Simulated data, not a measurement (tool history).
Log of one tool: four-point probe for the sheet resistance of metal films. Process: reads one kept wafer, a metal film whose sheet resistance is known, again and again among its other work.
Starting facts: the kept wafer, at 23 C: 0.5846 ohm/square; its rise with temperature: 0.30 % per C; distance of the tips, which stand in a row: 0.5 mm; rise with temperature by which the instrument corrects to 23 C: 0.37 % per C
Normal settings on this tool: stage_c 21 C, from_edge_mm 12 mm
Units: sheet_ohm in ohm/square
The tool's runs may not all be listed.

run 1 hour=0.0 | stage_c=21 from_edge_mm=12 | sheet_ohm=0.586945
run 2 hour=11.4 | stage_c=22 from_edge_mm=12 | sheet_ohm=0.586507
run 3 hour=29.8 | stage_c=33 from_edge_mm=12 | sheet_ohm=0.581999
run 4 hour=42.8 | stage_c=33 from_edge_mm=11 | sheet_ohm=0.582224
run 5 hour=52.2 | stage_c=21 from_edge_mm=12 | sheet_ohm=0.586748
run 6 hour=66.2 | stage_c=21 from_edge_mm=11 | sheet_ohm=0.586958
run 7 hour=75.1 | stage_c=21 from_edge_mm=11 | sheet_ohm=0.586908
run 8 hour=93.2 | stage_c=21 from_edge_mm=11 | sheet_ohm=0.587025
run 9 hour=111.8 | stage_c=21 from_edge_mm=11 | sheet_ohm=0.586859
run 10 hour=131.0 | stage_c=21 from_edge_mm=11 | sheet_ohm=0.586859
run 11 hour=147.7 | stage_c=21 from_edge_mm=11 | sheet_ohm=0.586760
run 12 hour=163.2 | stage_c=21 from_edge_mm=11 | sheet_ohm=0.586717
run 13 hour=181.6 | stage_c=21 from_edge_mm=11 | sheet_ohm=0.586851
run 14 hour=199.4 | stage_c=18 from_edge_mm=30 | sheet_ohm=0.587527
run 15 hour=215.0 | stage_c=18 from_edge_mm=30 | sheet_ohm=0.587663
run 16 hour=226.0 | stage_c=18 from_edge_mm=30 | sheet_ohm=0.587704
-- hour=227.6 stage's thermometer calibrated
run 17 hour=243.1 | stage_c=18 from_edge_mm=30 | sheet_ohm=0.587449
run 18 hour=252.3 | stage_c=25 from_edge_mm=12 | sheet_ohm=0.585167
run 19 hour=271.0 | stage_c=24 from_edge_mm=21 | sheet_ohm=0.585058
run 20 hour=281.2 | stage_c=25 from_edge_mm=62 | sheet_ohm=0.584617
-- hour=283.1 stage's thermometer calibrated, once more
run 21 hour=296.6 | stage_c=21 from_edge_mm=65 | sheet_ohm=0.585243
run 22 hour=305.5 | stage_c=19 from_edge_mm=15 | sheet_ohm=0.586358
run 23 hour=324.2 | stage_c=19 from_edge_mm=10 | sheet_ohm=0.586561
run 24 hour=333.9 | stage_c=33 from_edge_mm=3 | sheet_ohm=0.588963

Consider 4 possible next runs. They are alternatives, not a sequence: every one starts from the tool as it was left by run 24. What does each give?
run A hour=349.8 | stage_c=34 from_edge_mm=40 | sheet_ohm=?
run B hour=349.8 | stage_c=24 from_edge_mm=4 | sheet_ohm=?
run C hour=349.8 | stage_c=33 from_edge_mm=40 | sheet_ohm=?
run D hour=349.8 | stage_c=27 from_edge_mm=11 | sheet_ohm=?

run=A sheet_ohm=0.579940
run=B sheet_ohm=0.588753
run=C sheet_ohm=0.580359
run=D sheet_ohm=0.583101
Take away the tool's hidden state, keep each run's random variation, and the runs would have read:
run=A sheet_ohm=0.580268
run=B sheet_ohm=0.589087
run=C sheet_ohm=0.580688
run=D sheet_ohm=0.583432
